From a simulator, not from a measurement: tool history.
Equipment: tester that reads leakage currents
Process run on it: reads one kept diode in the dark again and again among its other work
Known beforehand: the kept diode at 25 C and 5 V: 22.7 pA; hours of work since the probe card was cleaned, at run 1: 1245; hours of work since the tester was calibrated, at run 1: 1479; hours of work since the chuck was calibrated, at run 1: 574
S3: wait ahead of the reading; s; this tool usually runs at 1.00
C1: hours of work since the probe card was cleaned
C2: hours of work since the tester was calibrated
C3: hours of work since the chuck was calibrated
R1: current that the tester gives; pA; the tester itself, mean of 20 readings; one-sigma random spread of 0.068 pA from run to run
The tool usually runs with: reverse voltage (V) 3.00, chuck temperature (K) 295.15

{"run": 1, "hour": 0.0, "reverse voltage (V)": 3.0, "chuck temperature (K)": 295.15, "S3": 1.0, "C1": 1245, "C2": 1479, "C3": 574, "R1": 21.11}
{"hour": 54.8, "done": "chuck's temperature calibrated"}
{"run": 2, "hour": 94.9, "reverse voltage (V)": 3.0, "chuck temperature (K)": 295.15, "S3": 1.0, "C1": 1287, "C2": 1520, "C3": 18, "R1": 20.43}
{"run": 3, "hour": 169.8, "reverse voltage (V)": 3.0, "chuck temperature (K)": 295.15, "S3": 3.24, "C1": 1320, "C2": 1554, "C3": 51, "R1": 20.13}
{"run": 4, "hour": 243.5, "reverse voltage (V)": 3.0, "chuck temperature (K)": 295.15, "S3": 3.24, "C1": 1353, "C2": 1586, "C3": 84, "R1": 20.29}
{"run": 5, "hour": 296.8, "reverse voltage (V)": 4.53, "chuck temperature (K)": 295.15, "S3": 3.24, "C1": 1376, "C2": 1610, "C3": 107, "R1": 25.25}
{"run": 6, "hour": 338.8, "reverse voltage (V)": 3.0, "chuck temperature (K)": 327.15, "S3": 1.0, "C1": 1395, "C2": 1629, "C3": 126, "R1": 247.14}
{"run": 7, "hour": 420.4, "reverse voltage (V)": 2.83, "chuck temperature (K)": 295.15, "S3": 1.0, "C1": 1431, "C2": 1665, "C3": 162, "R1": 20.52}
{"run": 8, "hour": 496.9, "reverse voltage (V)": 3.0, "chuck temperature (K)": 295.15, "S3": 1.0, "C1": 1465, "C2": 1699, "C3": 196, "R1": 21.24}
{"run": 9, "hour": 582.4, "reverse voltage (V)": 3.0, "chuck temperature (K)": 299.15, "S3": 1.0, "C1": 1503, "C2": 1737, "C3": 234, "R1": 28.38}
{"run": 10, "hour": 638.4, "reverse voltage (V)": 2.07, "chuck temperature (K)": 299.15, "S3": 1.0, "C1": 1528, "C2": 1761, "C3": 259, "R1": 24.3}
{"run": 11, "hour": 720.2, "reverse voltage (V)": 3.0, "chuck temperature (K)": 324.15, "S3": 1.0, "C1": 1564, "C2": 1798, "C3": 295, "R1": 201.52}
{"run": 12, "hour": 803.5, "reverse voltage (V)": 3.0, "chuck temperature (K)": 295.15, "S3": 1.0, "C1": 1601, "C2": 1835, "C3": 332, "R1": 22.05}
{"run": 13, "hour": 860.2, "reverse voltage (V)": 1.24, "chuck temperature (K)": 295.15, "S3": 1.0, "C1": 1626, "C2": 1860, "C3": 357, "R1": 14.52}
{"run": 14, "hour": 924.6, "reverse voltage (V)": 1.24, "chuck temperature (K)": 295.15, "S3": 1.0, "C1": 1655, "C2": 1888, "C3": 386, "R1": 14.52}
{"run": 15, "hour": 977.7, "reverse voltage (V)": 1.13, "chuck temperature (K)": 294.15, "S3": 3.8, "C1": 1678, "C2": 1912, "C3": 409, "R1": 12.85}
{"run": 16, "hour": 1019.0, "reverse voltage (V)": 1.13, "chuck temperature (K)": 311.15, "S3": 3.42, "C1": 1696, "C2": 1930, "C3": 428, "R1": 51.98}
{"run": 17, "hour": 1091.9, "reverse voltage (V)": 1.13, "chuck temperature (K)": 311.15, "S3": 3.42, "C1": 1729, "C2": 1963, "C3": 460, "R1": 52.53}
{"run": 18, "hour": 1179.3, "reverse voltage (V)": 2.57, "chuck temperature (K)": 295.15, "S3": 1.0, "C1": 1768, "C2": 2001, "C3": 499, "R1": 21.33}
{"run": 19, "hour": 1238.1, "reverse voltage (V)": 1.94, "chuck temperature (K)": 295.15, "S3": 2.21, "C1": 1794, "C2": 2027, "C3": 525, "R1": 18.16}
{"run": 20, "hour": 1297.2, "reverse voltage (V)": 4.48, "chuck temperature (K)": 295.15, "S3": 8.28, "C1": 1820, "C2": 2054, "C3": 551, "R1": 28.08}
{"run": 21, "hour": 1350.0, "reverse voltage (V)": 7.79, "chuck temperature (K)": 308.15, "S3": 1.64, "C1": 1843, "C2": 2077, "C3": 575, "R1": 89.44}
{"hour": 1403.4, "done": "chuck's temperature calibrated"}
{"run": 22, "hour": 1435.6, "reverse voltage (V)": 7.79, "chuck temperature (K)": 308.15, "S3": 1.64, "C1": 1880, "C2": 2114, "C3": 14, "R1": 85.93}
{"run": 23, "hour": 1512.1, "reverse voltage (V)": 2.19, "chuck temperature (K)": 295.15, "S3": 2.21, "C1": 1914, "C2": 2148, "C3": 48, "R1": 18.98}
{"hour": 1545.4, "done": "tester calibrated"}
{"run": 24, "hour": 1578.2, "reverse voltage (V)": 8.83, "chuck temperature (K)": 295.15, "S3": 2.21, "C1": 1943, "C2": 15, "C3": 77, "R1": 42.11}
{"run": 25, "hour": 1662.6, "reverse voltage (V)": 2.21, "chuck temperature (K)": 294.15, "S3": 2.13, "C1": 1980, "C2": 52, "C3": 114, "R1": 17.59}
{"run": 26, "hour": 1710.0, "reverse voltage (V)": 5.51, "chuck temperature (K)": 321.15, "S3": 3.29, "C1": 2001, "C2": 73, "C3": 135, "R1": 192.31}
{"run": 27, "hour": 1795.1, "reverse voltage (V)": 5.51, "chuck temperature (K)": 321.15, "S3": 3.29, "C1": 2039, "C2": 111, "C3": 173, "R1": 192.22}

Consider 3 possible next runs. They are alternatives, not a sequence: every one starts from the tool as it was left by run 27. What does each give?
{"run": "A", "hour": 1880.9, "reverse voltage (V)": 14.42, "chuck temperature (K)": 324.15, "S3": 1.0, "C1": 2077, "C2": 149, "C3": 211, "R1": "?"}
{"run": "B", "hour": 1880.9, "reverse voltage (V)": 4.06, "chuck temperature (K)": 293.15, "S3": 5.2, "C1": 2077, "C2": 149, "C3": 211, "R1": "?"}
{"run": "C", "hour": 1880.9, "reverse voltage (V)": 11.04, "chuck temperature (K)": 303.15, "S3": 9.43, "C1": 2077, "C2": 149, "C3": 211, "R1": "?"}

run=A R1=348.80
run=B R1=23.87
run=C R1=74.96
Without the tool's hidden state the same runs would have given:
run=A R1=306.59
run=B R1=13.43
run=C R1=46.62

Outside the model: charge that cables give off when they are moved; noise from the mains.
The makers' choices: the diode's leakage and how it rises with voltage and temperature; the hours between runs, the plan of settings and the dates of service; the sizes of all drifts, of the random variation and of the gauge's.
